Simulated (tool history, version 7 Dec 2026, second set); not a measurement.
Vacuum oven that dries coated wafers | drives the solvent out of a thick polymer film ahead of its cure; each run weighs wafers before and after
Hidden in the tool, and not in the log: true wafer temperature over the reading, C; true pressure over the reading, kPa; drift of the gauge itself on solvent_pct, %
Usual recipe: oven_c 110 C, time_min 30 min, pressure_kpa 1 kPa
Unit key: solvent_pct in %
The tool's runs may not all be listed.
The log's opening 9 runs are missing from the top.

run	day	oven_c	time_min	pressure_kpa	hours of work since the thermocouples were calibrated	hours of work since the vacuum gauge was cleaned of residue	solvent_pct
10	3.896	110	25	1	688	431	4.13
11	4.208	110	41	1	694	436	2.19
12	4.804	101	30	1	705	447	5.26
13	5.388	110	30	1	716	458	3.33
14	5.679	110	30	1	721	463	3.3
15	6.121	110	30	1	729	471	3.3
16	6.554	110	30	1	737	479	3.26
17	7.088	110	50	1	747	489	1.66
18	7.579	110	50	1	756	498	1.6
19	8.025	110	30	0.85	764	506	3.22
20	8.333	110	24	1	770	512	4.25
21	8.633	110	24	1	775	517	4.24
22	8.9	110	30	1	780	522	3.26
23	9.346	110	21	1	788	530	4.88
24	9.938	110	30	1	799	541	3.29
25	10.442	117	27	1	808	550	2.38
26	10.817	114	27	0.91	815	557	2.88
27	11.225	114	27	0.91	823	565	2.83
28	11.571	110	17	2.66	829	571	6.55
29	11.858	110	17	1.36	834	576	6.01

What does the tool deliver on the next run?
30	12.475	115	48	3.14	846	588	?

{"run 30": {"solvent_pct": 2.33}}
The same run, on a tool lacking any hidden state, would have yielded solvent_pct 2.42 %.

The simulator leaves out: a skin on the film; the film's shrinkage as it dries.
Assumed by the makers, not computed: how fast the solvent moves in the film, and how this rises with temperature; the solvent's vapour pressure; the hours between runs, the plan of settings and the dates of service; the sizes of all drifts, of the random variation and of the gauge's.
